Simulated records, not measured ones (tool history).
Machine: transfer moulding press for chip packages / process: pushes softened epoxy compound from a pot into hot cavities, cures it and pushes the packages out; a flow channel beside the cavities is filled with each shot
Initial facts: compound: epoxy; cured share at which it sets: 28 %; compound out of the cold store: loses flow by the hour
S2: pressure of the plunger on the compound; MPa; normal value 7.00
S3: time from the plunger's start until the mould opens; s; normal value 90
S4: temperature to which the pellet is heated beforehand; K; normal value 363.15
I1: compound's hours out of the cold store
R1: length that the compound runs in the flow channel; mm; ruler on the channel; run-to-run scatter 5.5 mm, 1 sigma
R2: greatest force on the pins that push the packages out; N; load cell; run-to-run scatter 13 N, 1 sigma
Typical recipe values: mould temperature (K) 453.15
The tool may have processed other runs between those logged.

Run 1, hour 0.0: usual settings; I1 25.6. Result: R1 590 mm, R2 1081 N.
At hour 17.6: cavities cleaned with cleaning compound and waxed.
Run 2, hour 35.5: usual settings; I1 25.2. Result: R1 594 mm, R2 780 N.
Run 3, hour 93.5: usual settings but mould temperature (K) 445.15; I1 17.4. Result: R1 612 mm, R2 2037 N.
Run 4, hour 126.9: usual settings but mould temperature (K) 445.15; I1 16.1. Result: R1 615 mm, R2 2030 N.
At hour 156.1: cavities cleaned with cleaning compound and waxed.
Run 5, hour 177.4: usual settings; I1 10.1. Result: R1 605 mm, R2 847 N.
Run 6, hour 221.9: usual settings but S2 5.35 MPa; I1 12.8. Result: R1 524 mm, R2 1044 N.
Run 7, hour 275.7: usual settings but S2 5.35 MPa; I1 22.5. Result: R1 500 mm, R2 1100 N.
At hour 293.4: cavities cleaned with cleaning compound and waxed.
At hour 316.7: mould's thermocouples calibrated.
Run 8, hour 325.5: usual settings; I1 21.0. Result: R1 559 mm, R2 838 N.
At hour 348.7: plunger's sealing rings changed.
Run 9, hour 390.7: usual settings; I1 47.2. Result: R1 552 mm, R2 975 N.
At hour 435.4: cavities cleaned with cleaning compound and waxed.
Run 10, hour 441.4: usual settings but S4 362.15 K; I1 32.5. Result: R1 569 mm, R2 673 N.
Run 11, hour 485.6: usual settings; I1 8.8. Result: R1 628 mm, R2 913 N.
Run 12, hour 556.1: usual settings; I1 29.7. Result: R1 574 mm, R2 999 N.
At hour 573.4: cavities cleaned with cleaning compound and waxed.
Run 13, hour 609.7: usual settings but mould temperature (K) 451.15, S2 6.18 MPa, S3 84 s, S4 367.15 K; I1 44.7. Result: R1 511 mm, R2 1087 N.
Run 14, hour 672.4: usual settings but mould temperature (K) 458.15, S2 7.10 MPa, S3 110 s, S4 370.15 K; I1 9.3. Result: R1 601 mm, R2 715 N.
At hour 712.9: cavities cleaned with cleaning compound and waxed.
Run 15, hour 736.1: usual settings but mould temperature (K) 458.15, S2 7.10 MPa, S3 110 s, S4 370.15 K; I1 30.9. Result: R1 544 mm, R2 552 N.
Run 16, hour 790.1: usual settings but mould temperature (K) 456.15, S2 7.07 MPa, S3 83 s, S4 367.15 K; I1 13.6. Result: R1 595 mm, R2 1022 N.
Run 17, hour 843.9: usual settings but mould temperature (K) 456.15, S2 7.07 MPa, S3 83 s, S4 367.15 K; I1 37.1. Result: R1 513 mm, R2 956 N.
At hour 848.8: cavities cleaned with cleaning compound and waxed.
At hour 884.9: plunger's sealing rings changed.
Run 18, hour 907.0: usual settings but mould temperature (K) 455.15, S2 8.31 MPa, S4 367.15 K; I1 24.6. Result: R1 649 mm, R2 841 N.
Run 19, hour 938.4: usual settings but mould temperature (K) 455.15, S2 8.31 MPa, S4 367.15 K; I1 23.4. Result: R1 656 mm, R2 885 N.
At hour 986.8: cavities cleaned with cleaning compound and waxed.
Run 20, hour 1012.7: usual settings but mould temperature (K) 455.15, S2 8.31 MPa, S4 367.15 K; I1 39.7. Result: R1 608 mm, R2 702 N.
Run 21, hour 1085.8: usual settings but mould temperature (K) 459.15, S2 7.78 MPa, S3 129 s, S4 370.15 K; I1 38.8. Result: R1 572 mm, R2 652 N.
At hour 1126.3: cavities cleaned with cleaning compound and waxed.
Run 22, hour 1160.9: usual settings but mould temperature (K) 454.15; I1 44.1. Result: R1 537 mm, R2 786 N.
Run 23, hour 1209.3: usual settings but mould temperature (K) 454.15; I1 11.4. Result: R1 608 mm, R2 953 N.
Run 24, hour 1241.3: usual settings but mould temperature (K) 456.15, S2 7.88 MPa, S3 123 s, S4 365.15 K; I1 39.3. Result: R1 555 mm, R2 728 N.

Predict each of these 3 candidate next runs independently; none follows another, all start after run 24:
At hour 1262.9: cavities cleaned with cleaning compound and waxed.
Run A, hour 1294.4: usual settings but mould temperature (K) 456.15, S2 5.57 MPa; I1 27.2. Result: R1 ?, R2 ?.
At hour 1262.9: cavities cleaned with cleaning compound and waxed.
Run B, hour 1294.4: usual settings but S2 7.10 MPa; I1 36.4. Result: R1 ?, R2 ?.
At hour 1262.9: cavities cleaned with cleaning compound and waxed.
Run C, hour 1294.4: usual settings but mould temperature (K) 449.15, S2 7.88 MPa, S3 70 s, S4 358.15 K; I1 35.5. Result: R1 ?, R2 ?.

run   R1    R2
  A  498   707
  B  533   883
  C  589  2181
Take away the tool's hidden state, keep each run's random variation, and the runs would have read:
run   R1    R2
  A  538   495
  B  576   610
  C  636  1520
